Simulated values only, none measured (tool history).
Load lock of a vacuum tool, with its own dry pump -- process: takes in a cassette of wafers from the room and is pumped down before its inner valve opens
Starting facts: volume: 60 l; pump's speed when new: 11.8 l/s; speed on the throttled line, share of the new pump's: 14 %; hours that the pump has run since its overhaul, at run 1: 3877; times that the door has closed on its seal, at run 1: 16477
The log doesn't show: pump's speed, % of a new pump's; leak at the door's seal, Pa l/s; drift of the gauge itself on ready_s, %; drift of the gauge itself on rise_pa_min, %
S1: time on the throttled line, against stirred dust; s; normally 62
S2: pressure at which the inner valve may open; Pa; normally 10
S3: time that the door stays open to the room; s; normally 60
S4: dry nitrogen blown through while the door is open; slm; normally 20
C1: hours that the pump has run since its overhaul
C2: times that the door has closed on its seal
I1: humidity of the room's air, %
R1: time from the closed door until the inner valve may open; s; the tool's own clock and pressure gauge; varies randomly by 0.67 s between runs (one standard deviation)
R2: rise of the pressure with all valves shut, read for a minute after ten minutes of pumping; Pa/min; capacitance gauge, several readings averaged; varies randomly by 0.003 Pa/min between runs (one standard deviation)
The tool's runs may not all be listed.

run    hour   S1  S2   S3  S4    C1     C2    I1     R1     R2
  1       0   62  10   60  20  3877  16477  47.2  102.1  0.195
  2    61.3   34  10   60  20  3938  16674  41.5   79.7    0.2
  3   121.8   62  10   60  17  3999  16868  45.1  102.8  0.199
  4   202.3   62  10   60  20  4079  17126  46.2    103  0.206
  5     253   62  14   60  20  4130  17288  45.9  100.2  0.206
  6   324.8   62  14   60  20  4202  17518  44.9  101.5  0.212
  7   398.1   62  14   60  20  4275  17753  42.4  101.5  0.211
  8   454.3   62  14   60  20  4331  17933  45.1  100.6  0.211
  9   542.3   62  14   60  20  4419  18215  43.4  101.2  0.218
 10   614.3   62  14   60  20  4491  18446  45.7  101.3  0.224
 11   713.5   62  14   60  20  4590  18764  45.2  100.5  0.225
 12   812.5   62  10   60   7  4689  19081  41.5  103.8   0.25
 13   895.7   62  11   60  20  4772  19347  45.4  102.2  0.234
 14   980.6   62  11   60  20  4857  19620  42.6  103.9  0.234
 15  1035.6   62  11   60  20  4912  19796  44.6    103  0.232
 16  1096.1   62  10   60  20  4973  19990    44  101.7  0.253
 17  1159.6   62  10   60  20  5036  20193  45.4  104.1  0.243
 18  1251.9   62  10   60  20  5129  20489  43.4  102.6  0.256
 19    1314   62  10   60  20  5191  20688  44.1  103.6  0.253
 20  1382.5   62  10  168  20  5259  20907  45.5  102.9  0.314
 21  1480.6   66   7  160   8  5357  21222  47.2  109.3  0.354
 22  1527.8   66   7  160   8  5405  21373  45.9  110.2  0.353
 23  1604.8   66   7  160   8  5482  21620  48.5    109   0.36
 24    1657   66   7  160   8  5534  21787  46.4  109.3  0.353
 25    1760  105  10  112  30  5637  22117  44.1  139.2  0.291
 26  1814.3  105  10  103   8  5691  22291    44  138.8  0.322
 27  1905.4  105  10  103   6  5782  22583  43.4  140.1  0.336
 28  1979.7   62  10   32  20  5856  22821  44.8  103.8  0.266
 29  2053.2   36  10   86  20  5930  23056  44.8   81.2  0.302
 30  2117.1   62  11   77  20  5994  23261  51.6  103.4  0.304
 31  2164.4   62   8   60  20  6041  23413  44.2  105.4  0.288
 32  2222.3   62  14   60  13  6099  23598  41.8  102.1  0.292
 33  2324.4   78  14   60  13  6201  23925    44  116.7  0.309
 34  2375.1   78  14   60  13  6252  24088  45.5  116.7  0.318
 35  2432.5   63  15   87   4  6309  24272    44  102.7  0.349
 36  2521.3   51  15   74   4  6398  24557  40.3   93.1  0.338
 37  2588.9   91  15  195   4  6466  24773  48.2  126.3  0.445
 38    2693   33  10   32   4  6570  25107  42.8   79.5  0.323

3 ways to go on from here, each from the tool as it stands after run 38. What would each give?
  A  2771.3  33  17  32  44  6648  25358  44.4   ?   ?
  B  2771.3  33  10  66   4  6648  25358  44.5   ?   ?
  C  2771.3  62  13  42  20  6648  25358  43.8   ?   ?

run     R1     R2
  A   75.3  0.302
  B   78.8  0.362
  C  102.8  0.321
Take away the tool's hidden state, keep each run's random variation, and the runs would have read:
run    R1     R2
  A  71.8  0.019
  B    75  0.072
  C  99.5  0.034
